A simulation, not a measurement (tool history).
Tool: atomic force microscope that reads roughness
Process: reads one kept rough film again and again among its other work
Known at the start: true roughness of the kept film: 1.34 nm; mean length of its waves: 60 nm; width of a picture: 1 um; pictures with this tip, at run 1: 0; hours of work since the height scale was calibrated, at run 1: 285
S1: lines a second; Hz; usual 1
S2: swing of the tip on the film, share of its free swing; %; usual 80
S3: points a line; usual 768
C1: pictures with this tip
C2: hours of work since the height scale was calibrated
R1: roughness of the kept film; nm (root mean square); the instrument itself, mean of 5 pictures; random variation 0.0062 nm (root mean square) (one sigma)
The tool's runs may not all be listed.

{"run": 1, "day": 0.0, "S1": 1, "S2": 80, "S3": 768, "C1": 0, "C2": 285, "R1": 1.195}
{"run": 2, "day": 0.912, "S1": 1.86, "S2": 80, "S3": 768, "C1": 44, "C2": 298, "R1": 1.094}
{"run": 3, "day": 1.779, "S1": 1, "S2": 66, "S3": 768, "C1": 85, "C2": 310, "R1": 1.26}
{"run": 4, "day": 2.688, "S1": 1, "S2": 80, "S3": 768, "C1": 129, "C2": 322, "R1": 1.203}
{"run": 5, "day": 3.833, "S1": 1, "S2": 80, "S3": 768, "C1": 184, "C2": 338, "R1": 1.192}
{"run": 6, "day": 4.675, "S1": 1, "S2": 80, "S3": 648, "C1": 225, "C2": 350, "R1": 1.198}
{"run": 7, "day": 5.596, "S1": 1, "S2": 80, "S3": 648, "C1": 269, "C2": 362, "R1": 1.197}
{"run": 8, "day": 6.65, "S1": 1, "S2": 80, "S3": 648, "C1": 320, "C2": 377, "R1": 1.19}
{"day": 7.354, "done": "new tip fitted"}
{"run": 9, "day": 7.417, "S1": 1, "S2": 80, "S3": 275, "C1": 2, "C2": 387, "R1": 1.194}
{"run": 10, "day": 8.225, "S1": 1, "S2": 80, "S3": 275, "C1": 41, "C2": 398, "R1": 1.182}
{"run": 11, "day": 8.829, "S1": 1, "S2": 80, "S3": 275, "C1": 70, "C2": 407, "R1": 1.189}
{"run": 12, "day": 9.467, "S1": 0.54, "S2": 80, "S3": 768, "C1": 101, "C2": 415, "R1": 1.247}
{"run": 13, "day": 9.996, "S1": 0.54, "S2": 80, "S3": 768, "C1": 127, "C2": 423, "R1": 1.256}
{"run": 14, "day": 10.583, "S1": 0.54, "S2": 80, "S3": 768, "C1": 155, "C2": 431, "R1": 1.252}
{"run": 15, "day": 11.142, "S1": 0.54, "S2": 80, "S3": 768, "C1": 182, "C2": 438, "R1": 1.243}
{"run": 16, "day": 12.104, "S1": 0.54, "S2": 80, "S3": 768, "C1": 228, "C2": 452, "R1": 1.246}
{"run": 17, "day": 13.15, "S1": 0.54, "S2": 80, "S3": 768, "C1": 278, "C2": 466, "R1": 1.242}
{"run": 18, "day": 14.146, "S1": 1, "S2": 63, "S3": 768, "C1": 326, "C2": 480, "R1": 1.272}
{"day": 14.704, "done": "new tip fitted"}
{"run": 19, "day": 14.933, "S1": 1, "S2": 63, "S3": 768, "C1": 11, "C2": 490, "R1": 1.273}
{"run": 20, "day": 15.638, "S1": 1, "S2": 55, "S3": 768, "C1": 45, "C2": 500, "R1": 1.291}
{"run": 21, "day": 16.558, "S1": 1, "S2": 55, "S3": 768, "C1": 89, "C2": 513, "R1": 1.28}
{"run": 22, "day": 17.442, "S1": 1, "S2": 55, "S3": 768, "C1": 132, "C2": 525, "R1": 1.288}
{"run": 23, "day": 18.067, "S1": 1, "S2": 74, "S3": 768, "C1": 162, "C2": 534, "R1": 1.228}
{"run": 24, "day": 18.829, "S1": 3.65, "S2": 80, "S3": 768, "C1": 198, "C2": 544, "R1": 0.95}
{"run": 25, "day": 19.3, "S1": 0.99, "S2": 80, "S3": 768, "C1": 221, "C2": 551, "R1": 1.192}
{"run": 26, "day": 20.354, "S1": 0.99, "S2": 86, "S3": 768, "C1": 272, "C2": 565, "R1": 1.156}
{"run": 27, "day": 21.158, "S1": 0.99, "S2": 86, "S3": 768, "C1": 311, "C2": 576, "R1": 1.167}
{"run": 28, "day": 21.746, "S1": 0.56, "S2": 80, "S3": 939, "C1": 339, "C2": 584, "R1": 1.24}
{"day": 22.067, "done": "new tip fitted"}
{"run": 29, "day": 22.6, "S1": 1.58, "S2": 80, "S3": 939, "C1": 26, "C2": 596, "R1": 1.128}
{"run": 30, "day": 23.333, "S1": 1.58, "S2": 80, "S3": 939, "C1": 61, "C2": 606, "R1": 1.131}
{"run": 31, "day": 24.179, "S1": 2.72, "S2": 68, "S3": 850, "C1": 102, "C2": 617, "R1": 1.149}
{"run": 32, "day": 24.725, "S1": 2.72, "S2": 70, "S3": 494, "C1": 128, "C2": 625, "R1": 1.132}
{"run": 33, "day": 25.729, "S1": 0.91, "S2": 70, "S3": 494, "C1": 176, "C2": 639, "R1": 1.256}
{"run": 34, "day": 26.808, "S1": 1, "S2": 58, "S3": 768, "C1": 228, "C2": 654, "R1": 1.282}
{"run": 35, "day": 27.617, "S1": 1, "S2": 70, "S3": 768, "C1": 267, "C2": 665, "R1": 1.25}
{"run": 36, "day": 28.192, "S1": 3.83, "S2": 55, "S3": 868, "C1": 295, "C2": 673, "R1": 1.208}
{"run": 37, "day": 28.738, "S1": 3.83, "S2": 55, "S3": 868, "C1": 321, "C2": 680, "R1": 1.208}
{"day": 29.358, "done": "new tip fitted"}
{"run": 38, "day": 29.538, "S1": 2.8, "S2": 80, "S3": 444, "C1": 9, "C2": 691, "R1": 1.013}
{"run": 39, "day": 30.142, "S1": 1.79, "S2": 67, "S3": 373, "C1": 38, "C2": 699, "R1": 1.212}
{"run": 40, "day": 30.942, "S1": 2.24, "S2": 80, "S3": 645, "C1": 76, "C2": 710, "R1": 1.056}
{"run": 41, "day": 32.079, "S1": 2.24, "S2": 80, "S3": 645, "C1": 131, "C2": 726, "R1": 1.058}
{"run": 42, "day": 33.238, "S1": 1.49, "S2": 88, "S3": 680, "C1": 187, "C2": 742, "R1": 1.062}
{"run": 43, "day": 34.138, "S1": 0.66, "S2": 74, "S3": 625, "C1": 230, "C2": 754, "R1": 1.26}
{"run": 44, "day": 34.717, "S1": 1, "S2": 69, "S3": 448, "C1": 258, "C2": 762, "R1": 1.254}
{"run": 45, "day": 35.633, "S1": 1, "S2": 80, "S3": 479, "C1": 302, "C2": 775, "R1": 1.199}
{"day": 36.65, "done": "new tip fitted"}
{"run": 46, "day": 36.671, "S1": 1.5, "S2": 75, "S3": 559, "C1": 1, "C2": 789, "R1": 1.177}
{"run": 47, "day": 37.383, "S1": 3.34, "S2": 68, "S3": 756, "C1": 35, "C2": 799, "R1": 1.117}
{"run": 48, "day": 38.246, "S1": 3.34, "S2": 79, "S3": 756, "C1": 76, "C2": 811, "R1": 0.984}

5 ways to go on from here, each from the tool as it stands after run 48. What would each give?
{"run": "A", "day": 39.246, "S1": 0.94, "S2": 80, "S3": 745, "C1": 125, "C2": 824, "R1": "?"}
{"run": "B", "day": 39.246, "S1": 0.54, "S2": 74, "S3": 327, "C1": 125, "C2": 824, "R1": "?"}
{"run": "C", "day": 39.246, "S1": 2.25, "S2": 89, "S3": 271, "C1": 125, "C2": 824, "R1": "?"}
{"run": "D", "day": 39.246, "S1": 2.61, "S2": 80, "S3": 505, "C1": 125, "C2": 824, "R1": "?"}
{"run": "E", "day": 39.246, "S1": 0.89, "S2": 79, "S3": 486, "C1": 125, "C2": 824, "R1": "?"}

run=A R1=1.201
run=B R1=1.279
run=C R1=0.965
run=D R1=1.033
run=E R1=1.209
Without the tool's hidden state the same runs would have given:
run=A R1=1.201
run=B R1=1.279
run=C R1=0.965
run=D R1=1.033
run=E R1=1.209
